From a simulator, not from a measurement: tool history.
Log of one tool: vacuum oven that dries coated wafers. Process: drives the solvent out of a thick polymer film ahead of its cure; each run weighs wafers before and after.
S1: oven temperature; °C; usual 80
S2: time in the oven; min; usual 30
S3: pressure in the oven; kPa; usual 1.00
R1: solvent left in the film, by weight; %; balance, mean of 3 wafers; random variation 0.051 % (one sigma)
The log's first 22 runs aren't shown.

| run | hour | S1 | S2 | S3 | R1 |
|---|---|---|---|---|---|
| 23 | 763.3 | 74 | 21 | 0.62 | 4.10 |
| 24 | 803.6 | 74 | 21 | 2.93 | 4.98 |
| 25 | 844.7 | 74 | 21 | 2.93 | 5.08 |
| 26 | 888.2 | 74 | 21 | 2.93 | 5.09 |
| 27 | 919.1 | 74 | 21 | 1.39 | 4.41 |
| 28 | 961.0 | 74 | 21 | 1.39 | 4.39 |
| 29 | 1007.1 | 88 | 17 | 1.12 | 1.92 |
| 30 | 1033.8 | 88 | 17 | 1.12 | 1.93 |
| 31 | 1080.3 | 80 | 53 | 1.16 | 0.70 |
| 32 | 1108.6 | 83 | 53 | 1.96 | 0.92 |
| 33 | 1155.0 | 79 | 51 | 0.68 | 0.71 |

3 ways to go on from here, each from the tool as it stands after run 33. What would each give?
| A | 1190.2 | 80 | 17 | 1.00 | ? |
| B | 1190.2 | 80 | 30 | 1.29 | ? |
| C | 1190.2 | 73 | 38 | 2.23 | ? |

| run | R1 |
|---|---|
| A | 3.71 |
| B | 1.57 |
| C | 2.62 |
Without the tool's hidden state the same runs would have given:
| run | R1 |
|---|---|
| A | 3.11 |
| B | 1.18 |
| C | 2.10 |

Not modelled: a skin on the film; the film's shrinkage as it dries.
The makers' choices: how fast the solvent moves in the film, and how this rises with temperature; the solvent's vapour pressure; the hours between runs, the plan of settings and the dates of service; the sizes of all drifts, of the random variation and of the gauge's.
